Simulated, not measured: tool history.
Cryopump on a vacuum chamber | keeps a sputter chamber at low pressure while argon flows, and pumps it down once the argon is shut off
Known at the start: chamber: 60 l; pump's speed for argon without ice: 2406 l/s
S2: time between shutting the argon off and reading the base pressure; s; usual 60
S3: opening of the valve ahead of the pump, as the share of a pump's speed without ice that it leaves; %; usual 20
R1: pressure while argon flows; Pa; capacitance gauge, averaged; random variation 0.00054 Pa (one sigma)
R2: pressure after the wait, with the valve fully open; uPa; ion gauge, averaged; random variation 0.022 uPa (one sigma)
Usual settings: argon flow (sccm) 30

Run 1, hour 0.0: usual settings. Result: R1 0.1075 Pa, R2 1.16 uPa.
Run 2, hour 30.9: usual settings. Result: R1 0.1077 Pa, R2 1.18 uPa.
Run 3, hour 55.0: usual settings. Result: R1 0.1070 Pa, R2 1.18 uPa.
Run 4, hour 73.1: usual settings. Result: R1 0.1095 Pa, R2 1.18 uPa.
Run 5, hour 102.0: usual settings. Result: R1 0.1077 Pa, R2 1.23 uPa.
Run 6, hour 132.4: usual settings but S3 29 %. Result: R1 0.0755 Pa, R2 1.23 uPa.
Run 7, hour 146.4: usual settings but S3 29 %. Result: R1 0.0764 Pa, R2 1.26 uPa.
Run 8, hour 162.2: usual settings but S2 230 s, S3 29 %. Result: R1 0.0761 Pa, R2 0.92 uPa.
At hour 175.5: leaking fittings of the chamber tightened, without venting.
Run 9, hour 177.2: usual settings but S2 230 s, S3 29 %. Result: R1 0.0747 Pa, R2 0.31 uPa.
Run 10, hour 194.2: usual settings. Result: R1 0.1077 Pa, R2 0.64 uPa.
Run 11, hour 216.6: usual settings. Result: R1 0.1088 Pa, R2 0.63 uPa.
Run 12, hour 229.1: usual settings but S2 196 s. Result: R1 0.1094 Pa, R2 0.33 uPa.
Run 13, hour 251.6: usual settings but S3 39 %. Result: R1 0.0570 Pa, R2 0.66 uPa.
Run 14, hour 270.4: usual settings but argon flow (sccm) 58, S2 22 s, S3 17 %. Result: R1 0.2475 Pa, R2 1.41 uPa.
Run 15, hour 299.8: usual settings but argon flow (sccm) 58, S2 22 s, S3 17 %. Result: R1 0.2466 Pa, R2 1.40 uPa.
Run 16, hour 326.2: usual settings but argon flow (sccm) 58, S2 22 s, S3 17 %. Result: R1 0.2475 Pa, R2 1.44 uPa.
Run 17, hour 342.2: usual settings but argon flow (sccm) 52, S2 22 s, S3 23 %. Result: R1 0.1640 Pa, R2 1.42 uPa.
Run 18, hour 371.3: usual settings but S3 37 %. Result: R1 0.0611 Pa, R2 0.69 uPa.
Run 19, hour 396.2: usual settings but S3 37 %. Result: R1 0.0609 Pa, R2 0.72 uPa.
Run 20, hour 417.9: usual settings but argon flow (sccm) 21, S2 141 s, S3 49 %. Result: R1 0.0333 Pa, R2 0.48 uPa.
Run 21, hour 438.6: usual settings but argon flow (sccm) 21, S2 141 s, S3 49 %. Result: R1 0.0329 Pa, R2 0.47 uPa.
Run 22, hour 460.8: usual settings but argon flow (sccm) 21, S2 175 s, S3 16 %. Result: R1 0.0950 Pa, R2 0.43 uPa.
Run 23, hour 482.4: usual settings but argon flow (sccm) 21, S2 175 s, S3 16 %. Result: R1 0.0950 Pa, R2 0.48 uPa.
Run 24, hour 505.6: usual settings but argon flow (sccm) 21, S2 175 s, S3 16 %. Result: R1 0.0949 Pa, R2 0.47 uPa.
Run 25, hour 527.8: usual settings but S2 112 s, S3 47 %. Result: R1 0.0494 Pa, R2 0.59 uPa.

Run 26 comes next. What will it give?
Run 26, hour 542.2: usual settings but argon flow (sccm) 18, S2 35 s, S3 16 %. Result: R1 ?, R2 ?.

{"run 26": {"R1": 0.082, "R2": 1.06}}
Without the tool's hidden state the same run would have given R1 0.0794 Pa, R2 0.84 uPa.
